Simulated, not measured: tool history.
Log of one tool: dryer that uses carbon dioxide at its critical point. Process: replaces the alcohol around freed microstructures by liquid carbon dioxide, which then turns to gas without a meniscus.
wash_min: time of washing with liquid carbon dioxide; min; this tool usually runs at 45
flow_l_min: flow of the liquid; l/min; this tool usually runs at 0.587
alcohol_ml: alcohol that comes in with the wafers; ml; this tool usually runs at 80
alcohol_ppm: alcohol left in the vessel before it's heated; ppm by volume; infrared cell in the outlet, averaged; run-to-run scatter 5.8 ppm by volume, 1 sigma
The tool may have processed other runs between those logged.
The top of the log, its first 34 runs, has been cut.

run 35 day=28.696 | wash_min=55 flow_l_min=0.366 alcohol_ml=30 | alcohol_ppm=499
run 36 day=29.242 | wash_min=50 flow_l_min=0.777 alcohol_ml=80 | alcohol_ppm=191
run 37 day=30.175 | wash_min=50 flow_l_min=0.777 alcohol_ml=80 | alcohol_ppm=204
run 38 day=31.242 | wash_min=28 flow_l_min=0.505 alcohol_ml=20 | alcohol_ppm=751
run 39 day=32.404 | wash_min=28 flow_l_min=0.505 alcohol_ml=82 | alcohol_ppm=2674
run 40 day=33.492 | wash_min=54 flow_l_min=0.587 alcohol_ml=84 | alcohol_ppm=357
-- day=33.875 inlet filter changed
run 41 day=34.746 | wash_min=54 flow_l_min=0.587 alcohol_ml=84 | alcohol_ppm=249
run 42 day=35.571 | wash_min=31 flow_l_min=0.382 alcohol_ml=111 | alcohol_ppm=3901
run 43 day=36.321 | wash_min=31 flow_l_min=0.382 alcohol_ml=111 | alcohol_ppm=4033
-- day=37.221 purifier's bed changed
run 44 day=37.312 | wash_min=31 flow_l_min=0.382 alcohol_ml=111 | alcohol_ppm=3948
run 45 day=38.100 | wash_min=31 flow_l_min=0.441 alcohol_ml=111 | alcohol_ppm=2905
run 46 day=39.208 | wash_min=31 flow_l_min=0.441 alcohol_ml=111 | alcohol_ppm=2908
run 47 day=39.996 | wash_min=34 flow_l_min=0.587 alcohol_ml=64 | alcohol_ppm=595

Consider 4 possible next runs. They are alternatives, not a sequence: every one starts from the tool as it was left by run 47. What does each give?
run A day=40.912 | wash_min=45 flow_l_min=0.619 alcohol_ml=100 | alcohol_ppm=?
run B day=40.912 | wash_min=33 flow_l_min=0.553 alcohol_ml=45 | alcohol_ppm=?
run C day=40.912 | wash_min=57 flow_l_min=0.587 alcohol_ml=35 | alcohol_ppm=?
run D day=40.912 | wash_min=28 flow_l_min=0.587 alcohol_ml=64 | alcohol_ppm=?

run=A alcohol_ppm=282
run=B alcohol_ppm=597
run=C alcohol_ppm=53
run=D alcohol_ppm=1115
Stripped of hidden state, with their random variation kept, the same runs would have yielded:
run=A alcohol_ppm=187
run=B alcohol_ppm=458
run=C alcohol_ppm=27
run=D alcohol_ppm=883
